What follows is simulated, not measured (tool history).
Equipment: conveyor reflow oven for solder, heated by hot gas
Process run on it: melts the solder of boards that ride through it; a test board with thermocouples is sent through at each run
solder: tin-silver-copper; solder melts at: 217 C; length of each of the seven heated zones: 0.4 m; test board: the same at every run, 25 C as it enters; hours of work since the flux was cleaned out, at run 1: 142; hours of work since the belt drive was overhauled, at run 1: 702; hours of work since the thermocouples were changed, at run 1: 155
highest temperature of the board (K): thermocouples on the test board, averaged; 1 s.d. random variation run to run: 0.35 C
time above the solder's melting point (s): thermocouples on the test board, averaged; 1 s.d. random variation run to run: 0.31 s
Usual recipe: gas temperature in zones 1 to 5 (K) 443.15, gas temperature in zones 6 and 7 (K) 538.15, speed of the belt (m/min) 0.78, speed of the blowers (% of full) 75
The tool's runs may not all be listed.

run	hour	gas temperature in zones 1 to 5 (K)	gas temperature in zones 6 and 7 (K)	speed of the belt (m/min)	speed of the blowers (% of full)	hours of work since the flux was cleaned out	hours of work since the belt drive was overhauled	hours of work since the thermocouples were changed	highest temperature of the board (K)	time above the solder's melting point (s)
1	0	443.15	538.15	0.78	75	142	702	155	518.35	39.1
2	11.5	443.15	538.15	0.78	75	150	710	163	518.05	39.5
3	20.2	443.15	538.15	0.78	75	157	716	170	518.25	40.2
4	27.3	443.15	538.15	0.78	75	162	722	175	518.25	39.3
5	35	443.15	538.15	0.78	75	168	727	181	517.85	39.1
6	46.6	443.15	538.15	0.78	75	176	736	189	517.55	39.1
7	59.7	443.15	538.15	0.78	75	186	746	199	517.45	39
8	73.1	443.15	538.15	0.78	75	196	756	209	517.75	39
# hour 77.9: belt drive overhauled, speed set with a stopwatch
9	88.8	432.15	538.15	0.78	75	205	8	217	515.25	34.8
10	98	432.15	538.15	0.78	75	211	15	224	515.05	34.3
11	103.7	455.15	538.15	0.857	66	216	19	228	515.25	35.8

Estimate the outcome of run 12 from the log above:
12	112.2	449.15	538.15	0.708	53	222	25	235	?	?

Run 12 yielded highest temperature of the board (K) 516.05, time above the solder's melting point (s) 43.4.
Were there no unlogged condition in the tool, this run, its random variation unchanged, would have produced highest temperature of the board (K) 517.05, time above the solder's melting point (s) 44.
